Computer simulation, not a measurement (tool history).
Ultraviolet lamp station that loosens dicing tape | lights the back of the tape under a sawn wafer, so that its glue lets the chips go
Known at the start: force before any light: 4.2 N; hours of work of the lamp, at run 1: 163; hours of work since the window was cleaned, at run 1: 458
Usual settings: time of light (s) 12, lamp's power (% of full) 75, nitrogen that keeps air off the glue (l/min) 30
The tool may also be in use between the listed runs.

run	day	time of light (s)	lamp's power (% of full)	nitrogen that keeps air off the glue (l/min)	hours of work of the lamp	hours of work since the window was cleaned	force that peels the tape off (N)	light that reached the tape (mJ/cm2)
1	0.000	12	75	30	163	458	0.317	255
2	0.792	12	75	30	175	470	0.323	257
3	1.667	12	75	30	189	484	0.314	254
4	2.646	12	75	30	204	499	0.336	252
# day 3.404: window cleaned of glue's vapour
5	3.696	12	75	30	220	5	0.289	292
6	4.454	12	75	35	232	16	0.289	284
7	5.192	12	78	30	243	28	0.288	301
8	6.083	12	75	30	257	42	0.272	284
9	6.858	12	75	30	269	54	0.295	279
10	8.017	12	75	30	287	72	0.292	284
11	9.104	12	75	41	304	89	0.297	278
12	9.642	12	75	30	312	97	0.277	280
13	10.300	12	75	30	323	107	0.296	278
14	11.075	12	75	30	335	119	0.295	275
15	12.008	12	75	32	349	134	0.301	274
16	12.883	10	75	54	363	148	0.330	228
17	13.783	15	98	47	377	162	0.236	445
18	14.421	9	75	36	387	172	0.420	201
19	14.892	13	71	30	394	179	0.296	275
20	15.400	11	75	30	402	187	0.328	245
21	16.162	12	71	33	414	199	0.330	254
22	16.950	12	71	33	426	211	0.327	249
23	17.462	12	71	20	434	219	0.359	253
24	18.571	15	60	21	451	236	0.325	262
25	19.300	15	60	21	463	247	0.335	261
26	19.933	19	79	30	473	257	0.240	429
27	21.017	23	67	26	490	274	0.240	442

4 ways to go on from here, each from the tool as it stands after run 27. What would each give?
A	21.896	7	67	26	503	288	?	?
B	21.896	12	63	30	503	288	?	?
C	21.896	9	75	25	503	288	?	?
D	21.896	14	75	36	503	288	?	?

run	force that peels the tape off (N)	light that reached the tape (mJ/cm2)
A	0.781	132
B	0.400	214
C	0.487	189
D	0.265	299
Without the tool's hidden state the same runs would have given:
run	force that peels the tape off (N)	light that reached the tape (mJ/cm2)
A	0.607	158
B	0.326	256
C	0.382	226
D	0.241	357

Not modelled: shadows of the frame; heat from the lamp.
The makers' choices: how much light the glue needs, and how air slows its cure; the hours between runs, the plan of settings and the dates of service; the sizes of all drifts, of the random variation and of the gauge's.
